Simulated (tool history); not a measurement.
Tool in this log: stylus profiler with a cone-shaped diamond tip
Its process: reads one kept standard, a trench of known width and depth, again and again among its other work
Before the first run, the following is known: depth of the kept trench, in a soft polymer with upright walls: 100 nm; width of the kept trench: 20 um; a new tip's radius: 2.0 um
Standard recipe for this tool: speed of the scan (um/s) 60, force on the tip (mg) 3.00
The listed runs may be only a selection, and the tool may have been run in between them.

run	hour	speed of the scan (um/s)	force on the tip (mg)	depth of the trench (nm)	width of the trench's floor (nm)
1	0.0	60	3.00	102.35	17930
2	26.6	60	3.00	102.36	17890
3	64.6	60	3.00	101.83	18570
4	105.7	60	3.00	101.90	18480
5	126.2	60	3.00	101.88	18520
6	156.4	60	3.00	101.86	18510
7	180.5	60	3.00	101.89	18490
8	204.3	60	6.55	103.16	18540
9	227.3	60	6.55	103.16	18510
10	244.0	24	2.27	101.55	18580
11	281.5	60	8.57	103.86	18510
12	303.3	60	8.57	103.90	18540
13	338.9	49	1.66	101.31	18400
14	379.8	57	4.31	102.50	18470
15	414.2	57	4.31	102.47	18370

Not shown: 3 entries that the log had between the listed runs. Between which runs, and how does the tool's hidden state differ before and after?
Between runs 2 and 3: new tip fitted, height scale calibrated (hour 44.9)
  radius of the tip, um: 4.68 -> 2.07; height scale over the true one, %: 0.455 -> -0.046
  what was measured, less what the result would be without the hidden state, depth of the trench (nm): +0.47 -> -0.04; width of the trench's floor (nm): -670 -> -20
Between runs 5 and 6: height scale calibrated on a step standard (hour 129.4)
  radius of the tip, um: 2.17 -> 2.22; height scale over the true one, %: -0.026 -> -0.035
  what was measured, less what the result would be without the hidden state, depth of the trench (nm): -0.03 -> -0.04; width of the trench's floor (nm): -60 -> -70
Between runs 7 and 8: height scale calibrated on a step standard, once more (hour 187.4)
  radius of the tip, um: 2.26 -> 2.3; height scale over the true one, %: -0.028 -> -0.035
  what was measured, less what the result would be without the hidden state, depth of the trench (nm): -0.03 -> -0.03; width of the trench's floor (nm): -80 -> -90
